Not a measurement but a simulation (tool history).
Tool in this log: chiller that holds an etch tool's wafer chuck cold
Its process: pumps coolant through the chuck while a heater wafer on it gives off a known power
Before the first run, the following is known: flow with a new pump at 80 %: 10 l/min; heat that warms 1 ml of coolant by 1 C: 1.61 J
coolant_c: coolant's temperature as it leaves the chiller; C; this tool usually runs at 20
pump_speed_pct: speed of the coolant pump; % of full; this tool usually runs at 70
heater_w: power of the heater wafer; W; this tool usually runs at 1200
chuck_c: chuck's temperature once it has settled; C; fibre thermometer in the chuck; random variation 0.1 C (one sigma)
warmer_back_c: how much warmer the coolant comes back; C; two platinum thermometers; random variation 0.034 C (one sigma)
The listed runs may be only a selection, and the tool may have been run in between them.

run	day	coolant_c	pump_speed_pct	heater_w	chuck_c	warmer_back_c
1	0	20	70	1200	37.2	5.27
# day 2.742: coolant changed, channels flushed
2	4.075	20	71	1200	34.4	5.12
3	7.983	20	71	1200	34.6	5.13
4	10.796	20	90	1200	32	3.97
5	13.917	20	90	1200	32	4.01
6	17.925	20	90	1200	32.1	4
7	20.054	20	70	1200	35	5.31
8	22.796	14	70	1200	28.9	5.33
9	26.496	14	70	1200	29.1	5.39
10	30.496	14	70	1200	29.2	5.39
11	33.633	14	70	1200	29.2	5.38
12	36.733	14	70	1200	29.4	5.29
13	39.5	20	70	1200	35.5	5.36
14	41.5	20	70	1200	35.5	5.34
15	45.479	20	70	1200	35.5	5.39
16	48.704	20	70	1200	35.6	5.38
17	50.929	21	86	713	28.7	2.54
18	54.892	20	89	912	29.6	3.2
19	57.408	19	84	1200	32.6	4.48
20	61.446	25	84	1392	40.7	5.14
21	63.65	16	70	934	28.5	4.22
22	65.817	24	70	1707	46.8	7.81
23	67.988	20	74	1306	36.6	5.57
24	71.942	20	74	1306	36.5	5.57
25	75.788	29	68	690	38.4	3.26
26	77.454	20	88	1200	33.3	4.27
27	79.504	20	88	1200	33.4	4.28
28	83.238	20	88	1200	33.5	4.31
29	86.858	20	66	1200	37.2	5.8
30	90.554	10	83	1200	24.4	4.59
31	92.929	10	83	1075	22.8	4.17

Below are 3 alternative next runs, each starting from the tool's condition after run 31. Predict each:
# day 94.688: chiller's thermometer calibrated
A	94.688	18	76	1669	?	?
# day 94.688: chiller's thermometer calibrated
B	94.688	15	75	1200	?	?
# day 94.688: chiller's thermometer calibrated
C	94.688	20	70	869	?	?

run	chuck_c	warmer_back_c
A	39.9	7.01
B	30.8	5.14
C	32.2	4.05
With the hidden condition removed and each run's random variation left untouched, the same runs would have given:
run	chuck_c	warmer_back_c
A	36.8	6.54
B	28.6	4.79
C	30.5	3.78
